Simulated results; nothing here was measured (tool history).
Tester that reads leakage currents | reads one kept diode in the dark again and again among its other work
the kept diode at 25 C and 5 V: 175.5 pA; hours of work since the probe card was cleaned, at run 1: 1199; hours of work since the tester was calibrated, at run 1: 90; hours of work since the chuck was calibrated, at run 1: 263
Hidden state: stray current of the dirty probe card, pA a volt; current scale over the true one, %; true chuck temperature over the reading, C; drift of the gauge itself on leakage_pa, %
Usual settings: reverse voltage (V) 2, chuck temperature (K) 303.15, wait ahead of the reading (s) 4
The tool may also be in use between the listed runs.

run,day,reverse voltage (V),chuck temperature (K),wait ahead of the reading (s),hours of work since the probe card was cleaned,hours of work since the tester was calibrated,hours of work since the chuck was calibrated,current that the tester gives (pA)
1,0,2,303.15,4,1199,90,263,184.37
2,0.662,2,303.15,4,1205,97,270,185.06
3,1.442,2,303.15,4,1213,105,278,185.3
4,2.021,2,303.15,4,1219,111,284,184.46
5,2.988,2,303.15,4,1229,120,294,184.85
6,3.917,2,303.15,0.55,1239,130,303,185.63
7,4.788,2,303.15,4,1248,139,312,185.56
8,5.604,8.94,303.15,4,1256,147,321,333.67
9,6.212,2,303.15,4,1262,153,327,186.66
10,7.462,2,327.15,4,1275,166,340,966.66
11,8.671,2,327.15,4,1288,179,352,960.65
12,9.892,2,327.15,4,1300,191,364,966.99
13,10.808,2.87,303.15,4,1309,201,374,215.59
14,11.717,2.87,303.15,4,1319,210,383,215.29
15,12.604,12.21,327.15,0.32,1328,219,392,1958.16
16,13.3,12.21,313.15,0.32,1335,226,399,787.66
17,13.908,12.21,313.15,0.32,1341,232,406,783.24
18,15.025,12.21,313.15,0.32,1353,244,417,788.02
19,15.758,5.68,313.15,1.29,1360,251,425,576.1
20,16.317,2,305.15,0.61,1366,257,430,218.14
21,17.571,2,305.15,0.61,1379,270,443,220.41
22,18.838,1,303.15,5.53,1392,283,456,144.58
23,19.825,5.93,311.15,5.66,1402,293,466,515.44
24,20.538,3.83,315.15,1.32,1409,300,474,572.92
25,21.662,1.05,296.15,3.93,1421,312,485,87.81

3 ways to go on from here, each from the tool as it stands after run 25. What would each give?
A,22.817,12.8,303.15,2.75,1433,324,497,?
B,22.817,2,303.15,0.86,1433,324,497,?
C,22.817,1.05,295.15,3.93,1433,324,497,?

run,current that the tester gives (pA)
A,394.69
B,190.88
C,81.48
Without the tool's hidden state the same runs would have given:
run,current that the tester gives (pA)
A,367.75
B,179.95
C,76.48

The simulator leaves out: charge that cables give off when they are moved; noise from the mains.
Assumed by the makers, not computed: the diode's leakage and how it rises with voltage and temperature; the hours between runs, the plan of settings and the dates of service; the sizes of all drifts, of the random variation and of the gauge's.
